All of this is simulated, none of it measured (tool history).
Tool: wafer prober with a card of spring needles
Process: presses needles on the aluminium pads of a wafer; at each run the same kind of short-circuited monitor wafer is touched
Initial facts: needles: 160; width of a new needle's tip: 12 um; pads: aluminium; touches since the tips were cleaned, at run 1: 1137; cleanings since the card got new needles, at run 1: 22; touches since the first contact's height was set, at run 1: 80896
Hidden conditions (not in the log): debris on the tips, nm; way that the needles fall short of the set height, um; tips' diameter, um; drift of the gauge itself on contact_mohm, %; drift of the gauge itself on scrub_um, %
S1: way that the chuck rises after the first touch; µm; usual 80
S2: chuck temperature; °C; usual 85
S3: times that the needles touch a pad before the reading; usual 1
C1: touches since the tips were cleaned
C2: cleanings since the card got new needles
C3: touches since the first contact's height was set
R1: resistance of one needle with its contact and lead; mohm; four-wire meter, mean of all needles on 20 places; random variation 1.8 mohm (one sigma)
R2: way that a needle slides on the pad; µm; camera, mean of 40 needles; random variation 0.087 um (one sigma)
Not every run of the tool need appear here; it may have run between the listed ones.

run   hour   S1   S2  S3    C1  C2      C3   R1     R2
  1      0   80   85   1  1137  22   80896  215  21.52
       4.3  -- tips cleaned on abrasive film
      11.3  -- tips cleaned on abrasive film
  2   16.6   80   85   1  2888  24   89746  237   21.6
      18.2  -- tips cleaned on abrasive film
      25.2  -- tips cleaned on abrasive film
      31.5  -- tips cleaned on abrasive film
      37.9  -- tips cleaned on abrasive film
  3   37.9   80   26   1     0  28  100990  185  21.36
      44.6  -- tips cleaned on abrasive film
      50.9  -- tips cleaned on abrasive film
  4   52.7   78   85   1   962  30  108856  214  20.93
        57  -- tips cleaned on abrasive film
      63.6  -- tips cleaned on abrasive film
  5   65.2   78   85   1   875  32  115455  214  20.93
      70.7  -- tips cleaned on abrasive film
      77.2  -- tips cleaned on abrasive film
      83.8  -- tips cleaned on abrasive film
  6   86.7   78   85   1  1561  35  126873  226  20.83
      89.6  -- tips cleaned on abrasive film
      96.5  -- tips cleaned on abrasive film
     102.7  -- tips cleaned on abrasive film
  7  102.7   78   85   1     0  38  135339  192   20.9
     108.6  -- tips cleaned on abrasive film
  8  114.1   78   85   1  2944  39  141426  240  20.87
     115.3  -- tips cleaned on abrasive film
     121.9  -- tips cleaned on abrasive film
       128  -- tips cleaned on abrasive film
       135  -- tips cleaned on abrasive film
  9  136.4   78   85   1   771  43  153232  210  20.69
       142  -- tips cleaned on abrasive film
     148.9  -- tips cleaned on abrasive film
     155.6  -- tips cleaned on abrasive film
 10  160.1   78   57   1  2432  46  165832  235  20.67
     162.7  -- tips cleaned on abrasive film
     169.5  -- tips cleaned on abrasive film
     176.3  -- tips cleaned on abrasive film
 11  177.2   78   57   1   439  49  174835  207  20.55
     182.5  -- tips cleaned on abrasive film
     182.8  -- height of the first contact set anew
     188.8  -- tips cleaned on abrasive film
     195.7  -- tips cleaned on abrasive film
 12  195.9   80   85   1   114  52    6963  194  21.85
     202.5  -- tips cleaned on abrasive film
     209.7  -- tips cleaned on abrasive film
 13  212.5   80   85   1  1507  54   15773  222  21.84
     216.5  -- tips cleaned on abrasive film
     223.5  -- tips cleaned on abrasive film
       230  -- tips cleaned on abrasive film
 14  234.8   66   85   1  2573  57   27654  250  17.98
     236.3  -- tips cleaned on abrasive film
     242.6  -- tips cleaned on abrasive film
     249.4  -- tips cleaned on abrasive film
 15  253.2   80   53   1  2018  60   37365  227  21.87
       256  -- tips cleaned on abrasive film
     262.9  -- tips cleaned on abrasive film
 16  263.3   80   53   1   196  62   42707  190  21.67
       270  -- tips cleaned on abrasive film
     276.6  -- tips cleaned on abrasive film
 17  278.1   70   60   1   788  64   50584  219  18.93
     283.5  -- tips cleaned on abrasive film
     289.9  -- tips cleaned on abrasive film
 18  291.6   97   89   1   960  66   57768  212  26.36
       297  -- tips cleaned on abrasive film
     303.7  -- tips cleaned on abrasive film
 19  305.3   97   89   1   851  68   65004  206  26.25
     310.7  -- tips cleaned on abrasive film
     317.5  -- tips cleaned on abrasive film
 20  318.7   67   27   2   624  70   72095  195  17.97
     323.5  -- tips cleaned on abrasive film
     330.3  -- tips cleaned on abrasive film
 21  330.6   66  118   2   149  72   78426  199   17.7
       337  -- tips cleaned on abrasive film
     343.5  -- tips cleaned on abrasive film
 22  347.4   93  105   1  2088  74   87345  232  25.29
     349.7  -- tips cleaned on abrasive film
     356.4  -- tips cleaned on abrasive film
     363.1  -- tips cleaned on abrasive film
       369  -- tips cleaned on abrasive film
 23    369   67  105   1     0  78   98781  194  18.04
     376.1  -- tips cleaned on abrasive film
 24  380.1  100  121   3  2190  79  104717  208  26.97
     383.1  -- tips cleaned on abrasive film
     389.6  -- tips cleaned on abrasive film
 25  391.7   61  112   2  1150  81  110851  227  16.25
     396.1  -- tips cleaned on abrasive film
     403.1  -- tips cleaned on abrasive film
 26  406.2   61   77   3  1657  83  118518  214  16.23
     409.1  -- tips cleaned on abrasive film
     415.9  -- tips cleaned on abrasive film
 27  421.6   80   74   1  3064  85  126741  243   21.6
       423  -- tips cleaned on abrasive film
     430.2  -- tips cleaned on abrasive film
       436  -- tips cleaned on abrasive film
 28    436   81   75   2    29  88  134317  190  21.71
     442.7  -- tips cleaned on abrasive film
     449.7  -- tips cleaned on abrasive film
 29  455.3   93   54   2  3026  90  144607  209   25.1
     456.7  -- tips cleaned on abrasive film
     463.7  -- tips cleaned on abrasive film
       470  -- tips cleaned on abrasive film
 30    470   93   54   2     0  93  152360  185  24.81

Below are 3 alternative next runs, each starting from the tool's condition after run 30. Predict each:
     476.8  -- tips cleaned on abrasive film
  A  479.7  66  85   1  1541  94  157516   ?   ?
     476.8  -- tips cleaned on abrasive film
  B  479.7  82  64   1  1541  94  157516   ?   ?
     476.8  -- tips cleaned on abrasive film
  C  479.7  93  31   1  1541  94  157516   ?   ?

run   R1     R2
  A  247  17.54
  B  226  21.69
  C  213  24.75
What these runs would have given with no unlogged condition in the tool:
run   R1     R2
  A  186  18.13
  B  183  22.27
  C  177  25.34
